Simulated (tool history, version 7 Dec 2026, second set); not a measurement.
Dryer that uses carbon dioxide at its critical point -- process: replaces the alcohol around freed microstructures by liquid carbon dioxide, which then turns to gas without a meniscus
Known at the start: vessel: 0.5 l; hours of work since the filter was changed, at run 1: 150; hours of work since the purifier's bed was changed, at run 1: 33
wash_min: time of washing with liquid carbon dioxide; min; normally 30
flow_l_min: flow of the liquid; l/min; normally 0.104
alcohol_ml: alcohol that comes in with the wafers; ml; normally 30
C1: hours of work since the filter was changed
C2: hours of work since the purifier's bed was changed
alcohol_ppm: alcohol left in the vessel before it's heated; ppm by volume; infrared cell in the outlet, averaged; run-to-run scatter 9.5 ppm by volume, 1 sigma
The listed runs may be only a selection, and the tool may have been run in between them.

Run 1, hour 0.0: usual settings; C1 150; C2 33. Result: alcohol_ppm 1087 ppm by volume.
At hour 2.8: inlet filter changed.
Run 2, hour 12.3: usual settings but flow_l_min 0.082 l/min; C1 5; C2 39. Result: alcohol_ppm 1510 ppm by volume.
Run 3, hour 21.3: usual settings but wash_min 26 min, flow_l_min 0.082 l/min; C1 10; C2 44. Result: alcohol_ppm 2428 ppm by volume.
Run 4, hour 31.4: usual settings but wash_min 26 min, flow_l_min 0.082 l/min, alcohol_ml 37 ml; C1 15; C2 49. Result: alcohol_ppm 3157 ppm by volume.
Run 5, hour 45.8: usual settings but wash_min 26 min, flow_l_min 0.082 l/min, alcohol_ml 24 ml; C1 23; C2 57. Result: alcohol_ppm 2065 ppm by volume.
Run 6, hour 53.6: usual settings but wash_min 20 min, flow_l_min 0.082 l/min, alcohol_ml 24 ml; C1 27; C2 61. Result: alcohol_ppm 4274 ppm by volume.
Run 7, hour 62.2: usual settings but wash_min 20 min, flow_l_min 0.082 l/min, alcohol_ml 24 ml; C1 32; C2 66. Result: alcohol_ppm 4408 ppm by volume.
Run 8, hour 78.3: usual settings but wash_min 20 min, flow_l_min 0.082 l/min, alcohol_ml 24 ml; C1 41; C2 75. Result: alcohol_ppm 4422 ppm by volume.
Run 9, hour 85.1: usual settings but wash_min 46 min, flow_l_min 0.140 l/min, alcohol_ml 99 ml; C1 44; C2 78. Result: alcohol_ppm 32 ppm by volume.
Run 10, hour 97.3: usual settings but flow_l_min 0.079 l/min; C1 51; C2 85. Result: alcohol_ppm 2007 ppm by volume.
Run 11, hour 107.5: usual settings but flow_l_min 0.079 l/min; C1 57; C2 90. Result: alcohol_ppm 2060 ppm by volume.
Run 12, hour 121.9: usual settings but flow_l_min 0.079 l/min; C1 64; C2 98. Result: alcohol_ppm 2149 ppm by volume.
Run 13, hour 131.3: usual settings but wash_min 23 min, flow_l_min 0.103 l/min; C1 69; C2 103. Result: alcohol_ppm 2216 ppm by volume.

Entry by entry between the runs, the difference in hidden state between the last listed run before and the first listed run after:
From run 1 to run 2: inlet filter changed (hour 2.8)
  flow that reaches the vessel past the clogged filter, %: 84.9 -> 99.3; alcohol in the recycled carbon dioxide, ppm: 6.5 -> 6.7
  what was measured, less what the result would be without the hidden state, alcohol_ppm: +556 -> +41 ppm by volume
